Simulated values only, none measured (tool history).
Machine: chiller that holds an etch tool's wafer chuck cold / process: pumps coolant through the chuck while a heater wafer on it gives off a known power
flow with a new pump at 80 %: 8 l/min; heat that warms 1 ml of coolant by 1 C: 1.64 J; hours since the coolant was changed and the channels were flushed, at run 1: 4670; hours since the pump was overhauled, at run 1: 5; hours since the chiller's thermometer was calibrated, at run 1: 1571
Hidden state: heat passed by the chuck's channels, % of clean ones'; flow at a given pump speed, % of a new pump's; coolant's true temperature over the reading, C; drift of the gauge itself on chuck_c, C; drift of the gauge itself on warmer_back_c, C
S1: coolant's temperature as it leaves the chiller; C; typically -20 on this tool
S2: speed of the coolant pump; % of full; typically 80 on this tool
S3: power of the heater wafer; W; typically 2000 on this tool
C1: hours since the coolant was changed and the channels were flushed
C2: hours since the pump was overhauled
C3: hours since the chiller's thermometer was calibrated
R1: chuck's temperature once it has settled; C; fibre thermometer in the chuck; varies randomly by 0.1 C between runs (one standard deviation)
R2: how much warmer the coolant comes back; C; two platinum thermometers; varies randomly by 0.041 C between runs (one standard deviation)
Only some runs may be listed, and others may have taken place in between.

run 1 hour=0.0 | S1=-20 S2=80 S3=2000 | C1=4670 C2=5 C3=1571 | R1=-3.7 R2=9.19
run 2 hour=29.5 | S1=-20 S2=80 S3=2000 | C1=4700 C2=34 C3=1601 | R1=-3.4 R2=9.17
run 3 hour=46.3 | S1=-20 S2=80 S3=2000 | C1=4717 C2=51 C3=1618 | R1=-3.7 R2=9.04
run 4 hour=68.2 | S1=-20 S2=80 S3=2650 | C1=4739 C2=73 C3=1640 | R1=1.7 R2=12.08
run 5 hour=86.3 | S1=-20 S2=80 S3=2650 | C1=4757 C2=91 C3=1658 | R1=1.6 R2=12.07
run 6 hour=100.9 | S1=-20 S2=80 S3=2650 | C1=4771 C2=106 C3=1672 | R1=1.8 R2=12.06
run 7 hour=126.5 | S1=-20 S2=80 S3=2650 | C1=4797 C2=131 C3=1698 | R1=1.5 R2=12.09
run 8 hour=148.8 | S1=-20 S2=80 S3=2650 | C1=4819 C2=153 C3=1720 | R1=1.7 R2=12.05
run 9 hour=170.8 | S1=-20 S2=80 S3=2650 | C1=4841 C2=175 C3=1742 | R1=1.7 R2=12.15
run 10 hour=192.7 | S1=-20 S2=80 S3=2650 | C1=4863 C2=197 C3=1764 | R1=1.8 R2=12.10
run 11 hour=207.9 | S1=-20 S2=80 S3=2650 | C1=4878 C2=213 C3=1779 | R1=1.8 R2=12.04
run 12 hour=234.3 | S1=-20 S2=80 S3=2650 | C1=4905 C2=239 C3=1806 | R1=1.8 R2=12.09
run 13 hour=251.9 | S1=-20 S2=80 S3=2620 | C1=4922 C2=257 C3=1823 | R1=1.4 R2=11.88
-- hour=254.9 chiller's thermometer calibrated
run 14 hour=280.7 | S1=-20 S2=80 S3=2620 | C1=4950 C2=284 C3=26 | R1=1.6 R2=11.99
run 15 hour=293.5 | S1=-20 S2=82 S3=2620 | C1=4963 C2=297 C3=39 | R1=1.1 R2=11.62
run 16 hour=317.3 | S1=-14 S2=90 S3=2107 | C1=4987 C2=321 C3=62 | R1=2.0 R2=8.63
run 17 hour=340.3 | S1=-14 S2=90 S3=2107 | C1=5010 C2=344 C3=85 | R1=2.0 R2=8.48
run 18 hour=365.5 | S1=-14 S2=90 S3=2107 | C1=5035 C2=369 C3=111 | R1=2.0 R2=8.65
run 19 hour=389.4 | S1=-14 S2=90 S3=2107 | C1=5059 C2=393 C3=135 | R1=2.2 R2=8.64
-- hour=393.7 chiller's thermometer calibrated, once more
run 20 hour=407.2 | S1=-14 S2=90 S3=2107 | C1=5076 C2=410 C3=13 | R1=1.9 R2=8.59
run 21 hour=423.4 | S1=-14 S2=100 S3=2107 | C1=5092 C2=426 C3=30 | R1=0.8 R2=7.86
run 22 hour=440.4 | S1=-13 S2=80 S3=1485 | C1=5109 C2=443 C3=47 | R1=-0.6 R2=6.87
run 23 hour=459.5 | S1=-17 S2=80 S3=1218 | C1=5128 C2=462 C3=66 | R1=-7.0 R2=5.65
run 24 hour=475.8 | S1=-28 S2=80 S3=2272 | C1=5144 C2=478 C3=82 | R1=-9.2 R2=10.50

Alternative continuations, all from the tool just after run 24; predict every row:
run A hour=489.0 | S1=-26 S2=88 S3=1915 | C1=5157 C2=492 C3=95 | R1=? R2=?
run B hour=489.0 | S1=-28 S2=61 S3=2547 | C1=5157 C2=492 C3=95 | R1=? R2=?
run C hour=489.0 | S1=-28 S2=96 S3=2272 | C1=5157 C2=492 C3=95 | R1=? R2=?
run D hour=489.0 | S1=-20 S2=76 S3=2120 | C1=5157 C2=492 C3=95 | R1=? R2=?
run E hour=489.0 | S1=-11 S2=80 S3=1009 | C1=5157 C2=492 C3=95 | R1=? R2=?

run=A R1=-11.3 R2=8.00
run=B R1=-2.5 R2=15.06
run=C R1=-11.6 R2=8.77
run=D R1=-1.7 R2=10.22
run=E R1=-2.5 R2=4.61
What these runs would have given with no unlogged condition in the tool:
run=A R1=-12.8 R2=7.97
run=B R1=-4.9 R2=15.00
run=C R1=-13.3 R2=8.74
run=D R1=-3.5 R2=10.18
run=E R1=-3.4 R2=4.59

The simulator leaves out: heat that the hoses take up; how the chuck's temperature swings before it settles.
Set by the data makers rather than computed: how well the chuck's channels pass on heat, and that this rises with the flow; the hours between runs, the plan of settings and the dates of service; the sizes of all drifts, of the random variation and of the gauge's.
